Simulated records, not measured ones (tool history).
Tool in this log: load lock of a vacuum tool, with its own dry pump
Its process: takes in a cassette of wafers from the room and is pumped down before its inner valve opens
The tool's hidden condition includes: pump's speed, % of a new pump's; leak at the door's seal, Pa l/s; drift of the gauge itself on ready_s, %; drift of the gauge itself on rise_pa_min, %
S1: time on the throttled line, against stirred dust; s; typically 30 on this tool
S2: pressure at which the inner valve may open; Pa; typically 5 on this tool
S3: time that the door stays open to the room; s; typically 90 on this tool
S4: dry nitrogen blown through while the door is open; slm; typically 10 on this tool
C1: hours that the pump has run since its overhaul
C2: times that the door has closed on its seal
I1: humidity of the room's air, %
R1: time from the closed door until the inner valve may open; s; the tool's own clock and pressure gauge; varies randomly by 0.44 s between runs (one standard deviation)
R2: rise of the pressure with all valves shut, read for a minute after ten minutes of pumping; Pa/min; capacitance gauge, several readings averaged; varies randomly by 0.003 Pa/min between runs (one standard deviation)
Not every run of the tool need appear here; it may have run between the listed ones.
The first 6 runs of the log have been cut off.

run 7 hour=2436 | S1=30 S2=5 S3=90 S4=10 | C1=2436 C2=40881 | I1=42.6 | R1=54.8 R2=0.19
run 8 hour=2766.9 | S1=30 S2=5 S3=90 S4=10 | C1=2767 C2=41681 | I1=47.5 | R1=56 R2=0.208
run 9 hour=3179.5 | S1=30 S2=5 S3=90 S4=10 | C1=3179 C2=42677 | I1=43.9 | R1=55 R2=0.21
run 10 hour=3421.2 | S1=30 S2=5 S3=90 S4=10 | C1=3421 C2=43261 | I1=41.7 | R1=54.9 R2=0.203
run 11 hour=3745.9 | S1=30 S2=5 S3=90 S4=10 | C1=3746 C2=44046 | I1=45.6 | R1=55.8 R2=0.219
run 12 hour=4042.5 | S1=30 S2=5 S3=90 S4=10 | C1=4043 C2=44763 | I1=40.3 | R1=55 R2=0.217
run 13 hour=4534.7 | S1=30 S2=5 S3=84 S4=10 | C1=4535 C2=45952 | I1=42.7 | R1=55.4 R2=0.221
run 14 hour=4806.6 | S1=30 S2=5 S3=84 S4=10 | C1=4807 C2=46609 | I1=45 | R1=55.2 R2=0.234
run 15 hour=5068 | S1=30 S2=5 S3=84 S4=11 | C1=5068 C2=47240 | I1=43.2 | R1=56 R2=0.237
run 16 hour=5481.6 | S1=30 S2=5 S3=84 S4=11 | C1=5482 C2=48239 | I1=45.2 | R1=56.3 R2=0.247
run 17 hour=5848 | S1=30 S2=5 S3=84 S4=11 | C1=5848 C2=49124 | I1=45.1 | R1=56.8 R2=0.251
run 18 hour=6258.8 | S1=48 S2=10 S3=206 S4=9 | C1=6259 C2=50117 | I1=44.3 | R1=67.4 R2=0.268

For run 19, what comes out?
run 19 hour=6689.4 | S1=48 S2=4 S3=151 S4=11 | C1=6689 C2=51157 | I1=42.5 | R1=? R2=?

Run 19 measured R1 69.9 s, R2 0.268 Pa/min.
The same run, on a tool lacking any hidden state, would have yielded R1 67.5 s, R2 0.036 Pa/min.
